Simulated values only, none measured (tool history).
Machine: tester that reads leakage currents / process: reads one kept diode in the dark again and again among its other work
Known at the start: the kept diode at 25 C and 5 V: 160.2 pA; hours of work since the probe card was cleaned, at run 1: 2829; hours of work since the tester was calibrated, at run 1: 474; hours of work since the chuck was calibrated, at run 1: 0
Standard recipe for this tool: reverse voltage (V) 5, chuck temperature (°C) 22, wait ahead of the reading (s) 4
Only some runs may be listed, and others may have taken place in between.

run,hour,reverse voltage (V),chuck temperature (°C),wait ahead of the reading (s),hours of work since the probe card was cleaned,hours of work since the tester was calibrated,hours of work since the chuck was calibrated,current that the tester gives (pA)
1,0,5,22,4,2829,474,0,131.91
2,90.6,2.03,22,4,2869,514,40,80.73
3,229.7,2.03,22,4,2930,575,101,80.39
4,386.9,5,22,4,2999,644,171,129.89
5,528.1,10.55,22,4,3062,707,233,197.08
6,617.3,10.55,22,4,3101,746,272,196.7
7,696.6,10.55,33,4,3136,781,307,442.65
8,826.3,10.55,33,4,3193,838,364,440.52
9,902.7,10.55,33,7.03,3227,872,398,441.86
10,1042.5,10.55,33,7.03,3288,933,460,437.35
11,1167.2,5,22,4,3343,988,515,127.7
12,1269.3,5,22,4,3388,1033,560,126.65
13,1340.4,5,23,4,3420,1065,591,136.64
14,1409.9,1.1,23,4,3450,1095,622,60.04
15,1547.2,1.1,21,4,3511,1156,682,50.94
16,1628.1,1.1,21,4,3547,1192,718,50.73
17,1722,1.1,21,4,3588,1233,759,50.74
# hour 1784.7: probe card cleaned and baked
18,1802.7,1.07,27,4,8,1267,793,77.62
19,1950.6,5,28,2.24,73,1332,859,185.43
20,2036.7,2.45,22,0.39,111,1370,896,80.08
21,2180.4,2.45,22,0.39,174,1434,960,79.29
# hour 2190.6: chuck's temperature calibrated
22,2288.4,1.56,22,0.32,221,1480,43,60.94
23,2436.7,4.89,22,3.96,287,1546,108,107.8
# hour 2475.6: chuck's temperature calibrated, once more
24,2568.7,4.89,22,3.96,344,1603,41,124.89
25,2647.6,12.42,41,7.68,379,1638,76,872.38
26,2735.6,12.42,41,7.68,417,1677,115,865.1
27,2874.8,1.01,27,4.16,479,1738,176,81.56
28,3021.8,1.01,27,4.16,544,1803,241,80.9

Run 29 has not been measured yet. What should we expect?
29,3156.6,2.19,27,2.21,603,1862,300,?

{"run 29": {"current that the tester gives (pA)": 121.24}}
With no hidden state in the tool, this same run would have given current that the tester gives (pA) 123.83.

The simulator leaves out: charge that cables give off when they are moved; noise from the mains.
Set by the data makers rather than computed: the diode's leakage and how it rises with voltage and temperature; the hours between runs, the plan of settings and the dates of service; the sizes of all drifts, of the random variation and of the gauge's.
